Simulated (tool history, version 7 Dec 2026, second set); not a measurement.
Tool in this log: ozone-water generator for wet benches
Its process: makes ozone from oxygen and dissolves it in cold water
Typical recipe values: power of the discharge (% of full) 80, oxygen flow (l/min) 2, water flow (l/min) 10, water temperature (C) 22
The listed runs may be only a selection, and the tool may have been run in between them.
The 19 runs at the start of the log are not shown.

| run | hour | power of the discharge (% of full) | oxygen flow (l/min) | water flow (l/min) | water temperature (C) | hours of work since the electrodes were changed | hours of work since the contactor was cleaned | hours of work since the thermometer was calibrated | dissolved ozone (ppm) | ozone in the gas ahead of the water (g/m3) |
|---|---|---|---|---|---|---|---|---|---|---|
| 20 | 1402.1 | 64 | 1.04 | 6 | 20 | 3502 | 2684 | 1632 | 37 | 364.9 |
| 21 | 1473.8 | 80 | 2 | 7 | 22 | 3550 | 2731 | 1679 | 34.6 | 273.2 |
| 22 | 1578.4 | 66 | 1.64 | 8 | 24 | 3618 | 2800 | 1748 | 27.8 | 278.2 |
| 23 | 1681.2 | 66 | 1.64 | 8 | 24 | 3686 | 2868 | 1816 | 27.8 | 275.8 |
| 24 | 1772.7 | 66 | 1.64 | 8 | 24 | 3746 | 2928 | 1876 | 27.4 | 279.5 |
| 25 | 1833.6 | 94 | 2 | 16 | 23 | 3786 | 2968 | 1916 | 18.9 | 304.4 |
|  | 1866.1 | gauge calibrated |
| 26 | 1920.1 | 94 | 1.54 | 16 | 23 | 3843 | 3025 | 1973 | 18.3 | 348.6 |
| 27 | 1993.1 | 94 | 1.54 | 16 | 23 | 3891 | 3073 | 2021 | 18.5 | 352.9 |
| 28 | 2066.8 | 55 | 1.54 | 7 | 23 | 3939 | 3121 | 2069 | 27.6 | 251.3 |
| 29 | 2141 | 62 | 1.76 | 10 | 22 | 3988 | 3170 | 2118 | 22.7 | 249.5 |
| 30 | 2250 | 80 | 3.04 | 14 | 22 | 4060 | 3242 | 2189 | 19.1 | 205.4 |
| 31 | 2357 | 80 | 2 | 9 | 22 | 4130 | 3312 | 2260 | 28.5 | 271 |
| 32 | 2454.7 | 80 | 1.1 | 10 | 15 | 4194 | 3376 | 2324 | 27.6 | 400.9 |
| 33 | 2517 | 80 | 1.1 | 10 | 15 | 4235 | 3417 | 2365 | 27.9 | 401.2 |

Predict each of these 4 candidate next runs independently; none follows another, all start after run 33:
| A | 2626.1 | 80 | 2.46 | 10 | 19 | 4307 | 3489 | 2437 | ? | ? |
| B | 2626.1 | 80 | 2 | 16 | 22 | 4307 | 3489 | 2437 | ? | ? |
| C | 2626.1 | 55 | 2.75 | 10 | 22 | 4307 | 3489 | 2437 | ? | ? |
| D | 2626.1 | 44 | 2.92 | 10 | 29 | 4307 | 3489 | 2437 | ? | ? |

| run | dissolved ozone (ppm) | ozone in the gas ahead of the water (g/m3) |
|---|---|---|
| A | 26.9 | 238.9 |
| B | 17 | 271.4 |
| C | 20.2 | 172.8 |
| D | 15.5 | 146 |
Without the tool's unlogged condition, the same runs would have read:
| run | dissolved ozone (ppm) | ozone in the gas ahead of the water (g/m3) |
|---|---|---|
| A | 26.9 | 236.3 |
| B | 17.1 | 268.5 |
| C | 20.2 | 170.9 |
| D | 15.5 | 144.5 |
